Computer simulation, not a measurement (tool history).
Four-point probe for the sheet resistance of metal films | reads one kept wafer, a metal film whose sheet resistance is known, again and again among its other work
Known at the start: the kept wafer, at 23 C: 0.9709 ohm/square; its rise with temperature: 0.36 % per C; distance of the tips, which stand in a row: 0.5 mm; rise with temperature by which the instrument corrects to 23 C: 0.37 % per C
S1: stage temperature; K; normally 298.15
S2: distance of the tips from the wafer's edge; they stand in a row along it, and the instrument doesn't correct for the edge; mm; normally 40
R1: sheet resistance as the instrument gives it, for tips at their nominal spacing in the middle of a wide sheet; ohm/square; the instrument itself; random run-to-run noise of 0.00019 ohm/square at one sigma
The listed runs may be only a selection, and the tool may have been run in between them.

| run | hour | S1 | S2 | R1 |
|---|---|---|---|---|
| 1 | 0.0 | 298.15 | 40 | 0.970969 |
| 2 | 24.5 | 298.15 | 40 | 0.970436 |
| 3 | 52.1 | 298.15 | 5 | 0.975830 |
| 4 | 84.0 | 302.15 | 40 | 0.970548 |
| 5 | 117.5 | 302.15 | 40 | 0.970572 |
| 6 | 147.3 | 302.15 | 40 | 0.970336 |
| 7 | 185.5 | 298.15 | 40 | 0.970884 |
| 8 | 209.2 | 298.15 | 14 | 0.971282 |
| 9 | 252.0 | 298.15 | 8 | 0.972754 |
| 10 | 277.6 | 305.15 | 8 | 0.972242 |
| 11 | 326.7 | 305.15 | 8 | 0.972239 |
| 12 | 350.5 | 305.15 | 8 | 0.972323 |
| 13 | 385.8 | 305.15 | 8 | 0.972418 |
| 14 | 426.8 | 305.15 | 8 | 0.972073 |
| 15 | 463.8 | 298.15 | 40 | 0.970713 |
| 16 | 491.8 | 298.15 | 40 | 0.970559 |
| 17 | 522.5 | 298.15 | 36 | 0.970706 |
| 18 | 551.6 | 300.15 | 40 | 0.970833 |
| 19 | 586.4 | 300.15 | 40 | 0.970519 |
| 20 | 613.2 | 293.15 | 68 | 0.971347 |

Run 21 comes next. What will it give?
| 21 | 642.5 | 292.15 | 12 | ? |

R1: 0.972273 ohm/square
Take away the tool's hidden state, keep the run-to-run variation as it was, and the same run would have given R1 0.972280 ohm/square.
